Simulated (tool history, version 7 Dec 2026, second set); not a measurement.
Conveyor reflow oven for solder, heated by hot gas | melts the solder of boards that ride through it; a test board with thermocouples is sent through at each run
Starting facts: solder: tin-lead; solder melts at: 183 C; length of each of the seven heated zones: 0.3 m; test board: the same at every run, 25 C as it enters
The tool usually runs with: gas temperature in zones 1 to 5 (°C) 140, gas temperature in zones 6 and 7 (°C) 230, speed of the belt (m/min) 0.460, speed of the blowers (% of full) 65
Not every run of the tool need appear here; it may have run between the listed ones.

run	hour	gas temperature in zones 1 to 5 (°C)	gas temperature in zones 6 and 7 (°C)	speed of the belt (m/min)	speed of the blowers (% of full)	highest temperature of the board (°C)	time above the solder's melting point (s)
1	0.0	140	230	0.460	65	211.5	53.5
2	7.6	140	230	0.460	65	211.4	53.6
3	14.6	140	230	0.460	65	211.3	53.4
4	24.2	140	230	0.460	65	211.3	53.7
5	30.5	140	230	0.460	65	211.4	53.7
# hour 36.6: flux residue cleaned out of gas plates and filters
6	49.1	140	230	0.460	65	210.4	52.5
7	56.7	140	230	0.460	65	210.1	52.4
8	69.8	140	230	0.460	65	210.2	52.5
# hour 81.2: flux residue cleaned out of gas plates and filters, once more
9	89.2	140	230	0.460	65	212.3	55.1
10	102.1	140	230	0.413	65	215.6	65.3
11	114.6	140	230	0.413	65	215.6	65.4
12	124.9	140	238	0.413	65	222.7	71.0
13	130.8	140	238	0.413	65	222.6	71.0
14	138.9	140	238	0.413	65	222.3	70.9
15	150.0	140	238	0.413	65	222.7	71.1
16	155.9	151	222	0.460	65	207.7	55.3
17	170.0	125	243	0.460	55	216.0	52.4
18	175.9	148	243	0.460	61	223.3	67.0
19	183.9	148	238	0.460	61	219.2	63.8
20	194.9	148	228	0.460	61	210.9	56.7
21	203.5	153	228	0.460	71	214.2	62.8
22	216.1	128	230	0.460	59	207.4	45.2
23	224.7	145	230	0.430	61	213.9	62.8
24	231.6	153	229	0.430	60	214.0	67.2
25	239.3	153	229	0.430	60	214.2	67.2
26	245.2	132	229	0.518	77	208.7	42.8
27	259.2	134	236	0.466	69	216.5	55.7
28	266.6	136	221	0.546	89	204.1	37.9
29	279.8	136	221	0.546	89	203.9	37.7
30	287.8	136	221	0.546	89	203.7	37.7

Below are 5 alternative next runs, each starting from the tool's condition after run 30. Predict each:
A	300.9	136	226	0.375	89	?	?
B	300.9	140	228	0.536	65	?	?
C	300.9	128	221	0.546	79	?	?
D	300.9	149	221	0.546	89	?	?
E	300.9	140	242	0.469	62	?	?

run	highest temperature of the board (°C)	time above the solder's melting point (s)
A	217.8	75.4
B	204.6	38.8
C	199.8	30.1
D	206.2	45.0
E	220.1	60.2
Had the tool no hidden state, the same runs would have come out as:
run	highest temperature of the board (°C)	time above the solder's melting point (s)
A	218.6	75.5
B	205.4	39.3
C	200.7	31.0
D	207.0	45.5
E	220.8	60.3
